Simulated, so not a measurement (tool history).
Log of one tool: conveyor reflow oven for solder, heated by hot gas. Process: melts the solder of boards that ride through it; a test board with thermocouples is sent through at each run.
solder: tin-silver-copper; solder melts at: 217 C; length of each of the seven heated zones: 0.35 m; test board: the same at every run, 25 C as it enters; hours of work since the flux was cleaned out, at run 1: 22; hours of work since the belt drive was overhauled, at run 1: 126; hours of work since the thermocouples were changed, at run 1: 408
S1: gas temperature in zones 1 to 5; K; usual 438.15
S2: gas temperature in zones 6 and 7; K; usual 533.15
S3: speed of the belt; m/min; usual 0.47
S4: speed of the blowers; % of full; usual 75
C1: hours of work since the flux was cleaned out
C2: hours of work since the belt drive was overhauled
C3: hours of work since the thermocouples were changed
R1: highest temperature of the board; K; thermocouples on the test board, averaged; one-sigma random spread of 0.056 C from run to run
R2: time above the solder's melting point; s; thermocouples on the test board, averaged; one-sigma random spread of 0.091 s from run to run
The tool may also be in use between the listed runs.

Run 1, hour 0: usual settings; C1 22; C2 126; C3 408. Result: R1 519.97 K, R2 59.54 s.
Run 2, hour 17.5: usual settings but S4 90 % of full; C1 35; C2 139; C3 421. Result: R1 522.25 K, R2 62.75 s.
Run 3, hour 34.6: usual settings but S4 90 % of full; C1 47; C2 150; C3 433. Result: R1 522.22 K, R2 62.66 s.
Run 4, hour 52.7: usual settings but S4 90 % of full; C1 59; C2 163; C3 445. Result: R1 522 K, R2 62.29 s.
Run 5, hour 69.5: usual settings but S2 532.15 K, S4 90 % of full; C1 71; C2 175; C3 457. Result: R1 521.05 K, R2 61.62 s.
Run 6, hour 93.4: usual settings but S3 0.45 m/min; C1 87; C2 191; C3 473. Result: R1 520.74 K, R2 63.38 s.
Run 7, hour 106.8: usual settings but S1 426.15 K; C1 97; C2 201; C3 483. Result: R1 517.48 K, R2 52.67 s.
Run 8, hour 122.3: usual settings but S1 434.15 K, S2 522.15 K, S3 0.528 m/min; C1 107; C2 211; C3 493. Result: R1 505.49 K, R2 33.95 s.
Run 9, hour 132.8: usual settings but S1 435.15 K, S2 522.15 K, S3 0.498 m/min, S4 89 % of full; C1 115; C2 219; C3 501. Result: R1 509.65 K, R2 44.39 s.
At hour 140: flux residue cleaned out of gas plates and filters.
Run 10, hour 151.9: usual settings but S1 435.15 K, S2 522.15 K, S3 0.498 m/min, S4 89 % of full; C1 8; C2 228; C3 511. Result: R1 509.04 K, R2 43.19 s.
Run 11, hour 162.5: usual settings but S1 444.15 K, S2 526.15 K, S3 0.469 m/min, S4 71 % of full; C1 16; C2 236; C3 518. Result: R1 512.93 K, R2 53.72 s.
Run 12, hour 182.2: usual settings but S1 444.15 K, S2 526.15 K, S3 0.469 m/min, S4 71 % of full; C1 29; C2 250; C3 532. Result: R1 512.74 K, R2 53.69 s.
Run 13, hour 197.8: usual settings but S1 424.15 K, S2 526.15 K, S3 0.469 m/min, S4 59 % of full; C1 40; C2 260; C3 542. Result: R1 506.29 K, R2 36.26 s.
Run 14, hour 215.3: usual settings but S1 424.15 K, S2 526.15 K, S3 0.469 m/min, S4 59 % of full; C1 52; C2 273; C3 555. Result: R1 506.25 K, R2 35.96 s.

Per-run results on a tool with no hidden state, each run keeping its own random variation:
The tool's hidden condition here consists of: heat that the gas passes to the board, % of a clean oven's; belt's true speed, % of the reading; true gas temperature in zones 6 and 7 over the reading, C; drift of the gauge itself on peak_c, C; drift of the gauge itself on liquid_s, %.
run      R1     R2
  1  520.06  59.93
  2  522.42  63.26
  3  522.49   63.3
  4  522.37  63.07
  5  521.51  62.53
  6  521.26  64.39
  7  518.28  54.06
  8  506.38  35.86
  9   510.5   46.3
 10  510.46  46.17
 11  514.09  56.06
 12  513.99   56.2
 13  507.94  39.61
 14  508.01   39.5
